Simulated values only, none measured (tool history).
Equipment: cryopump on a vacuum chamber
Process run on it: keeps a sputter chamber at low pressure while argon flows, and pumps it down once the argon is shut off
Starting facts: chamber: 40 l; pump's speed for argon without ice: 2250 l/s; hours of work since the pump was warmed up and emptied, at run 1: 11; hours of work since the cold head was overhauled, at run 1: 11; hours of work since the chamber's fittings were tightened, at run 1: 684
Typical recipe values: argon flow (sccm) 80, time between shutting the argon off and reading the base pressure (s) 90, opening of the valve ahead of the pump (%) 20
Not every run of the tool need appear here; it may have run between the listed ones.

| run | hour | argon flow (sccm) | time between shutting the argon off and reading the base pressure (s) | opening of the valve ahead of the pump (%) | hours of work since the pump was warmed up and emptied | hours of work since the cold head was overhauled | hours of work since the chamber's fittings were tightened | pressure while argon flows (Pa) | pressure after the wait (uPa) |
|---|---|---|---|---|---|---|---|---|---|
| 1 | 0.0 | 80 | 90 | 20 | 11 | 11 | 684 | 0.3029 | 0.98 |
| 2 | 14.9 | 80 | 33 | 20 | 18 | 18 | 692 | 0.3039 | 2.18 |
| 3 | 27.1 | 80 | 90 | 20 | 25 | 25 | 698 | 0.3021 | 0.97 |
| 4 | 39.8 | 80 | 90 | 20 | 31 | 31 | 704 | 0.3016 | 0.99 |
| 5 | 54.3 | 80 | 90 | 20 | 38 | 38 | 711 | 0.3009 | 0.96 |
| 6 | 74.1 | 80 | 90 | 20 | 48 | 48 | 721 | 0.3021 | 0.96 |
| 7 | 89.2 | 145 | 90 | 20 | 55 | 55 | 728 | 0.5433 | 0.96 |
| 8 | 109.0 | 145 | 90 | 20 | 65 | 65 | 738 | 0.5499 | 0.95 |
| 9 | 120.6 | 145 | 189 | 20 | 71 | 71 | 744 | 0.5479 | 0.59 |
| 10 | 139.6 | 145 | 189 | 20 | 81 | 81 | 754 | 0.5498 | 0.57 |
| 11 | 150.0 | 145 | 189 | 20 | 86 | 86 | 759 | 0.5463 | 0.58 |
| 12 | 165.9 | 145 | 189 | 20 | 94 | 94 | 767 | 0.5483 | 0.63 |
| 13 | 180.0 | 80 | 214 | 20 | 101 | 101 | 774 | 0.3030 | 0.60 |
| 14 | 193.1 | 80 | 186 | 20 | 107 | 107 | 780 | 0.3030 | 0.58 |
| 15 | 201.9 | 80 | 186 | 20 | 112 | 112 | 785 | 0.3017 | 0.62 |
| 16 | 213.3 | 80 | 90 | 20 | 117 | 117 | 790 | 0.3033 | 0.97 |
| 17 | 225.2 | 80 | 90 | 20 | 123 | 123 | 796 | 0.3049 | 0.98 |
| 18 | 236.7 | 80 | 90 | 20 | 129 | 129 | 802 | 0.3019 | 0.94 |
| 19 | 256.5 | 39 | 51 | 33 | 139 | 139 | 812 | 0.0909 | 1.57 |
| 20 | 269.3 | 34 | 63 | 33 | 145 | 145 | 818 | 0.0790 | 1.29 |
| 21 | 289.1 | 34 | 63 | 33 | 155 | 155 | 828 | 0.0790 | 1.28 |
| 22 | 302.5 | 115 | 187 | 31 | 162 | 162 | 835 | 0.2832 | 0.63 |
| 23 | 321.2 | 115 | 187 | 31 | 171 | 171 | 844 | 0.2844 | 0.65 |
| 24 | 330.4 | 115 | 187 | 31 | 176 | 176 | 849 | 0.2833 | 0.62 |
| 25 | 340.4 | 115 | 187 | 31 | 181 | 181 | 854 | 0.2857 | 0.62 |
| 26 | 356.2 | 68 | 90 | 50 | 188 | 188 | 862 | 0.1057 | 1.02 |
| 27 | 373.0 | 80 | 176 | 20 | 197 | 197 | 870 | 0.3053 | 0.63 |
| 28 | 392.0 | 44 | 232 | 20 | 206 | 206 | 879 | 0.1668 | 0.59 |
| 29 | 409.3 | 100 | 90 | 40 | 215 | 215 | 888 | 0.1942 | 1.09 |
| 30 | 424.9 | 115 | 70 | 20 | 223 | 223 | 896 | 0.4402 | 1.27 |
| 31 | 434.5 | 45 | 70 | 22 | 227 | 227 | 901 | 0.1562 | 1.19 |
| 32 | 444.9 | 66 | 70 | 38 | 233 | 233 | 906 | 0.1355 | 1.26 |
| 33 | 463.9 | 48 | 24 | 20 | 242 | 242 | 915 | 0.1844 | 2.85 |
| 34 | 475.2 | 80 | 129 | 18 | 248 | 248 | 921 | 0.3371 | 0.82 |

Consider 5 possible next runs. They are alternatives, not a sequence: every one starts from the tool as it was left by run 34. What does each give?
| A | 484.4 | 80 | 30 | 49 | 252 | 252 | 925 | ? | ? |
| B | 484.4 | 147 | 129 | 18 | 252 | 252 | 925 | ? | ? |
| C | 484.4 | 80 | 46 | 18 | 252 | 252 | 925 | ? | ? |
| D | 484.4 | 103 | 90 | 20 | 252 | 252 | 925 | ? | ? |
| E | 484.4 | 54 | 173 | 50 | 252 | 252 | 925 | ? | ? |

| run | pressure while argon flows (Pa) | pressure after the wait (uPa) |
|---|---|---|
| A | 0.1299 | 2.38 |
| B | 0.6229 | 0.79 |
| C | 0.3394 | 1.75 |
| D | 0.3943 | 1.01 |
| E | 0.0840 | 0.68 |
With no hidden state in the tool, these same runs would have given:
| run | pressure while argon flows (Pa) | pressure after the wait (uPa) |
|---|---|---|
| A | 0.1241 | 2.20 |
| B | 0.6125 | 0.60 |
| C | 0.3338 | 1.56 |
| D | 0.3870 | 0.83 |
| E | 0.0801 | 0.50 |
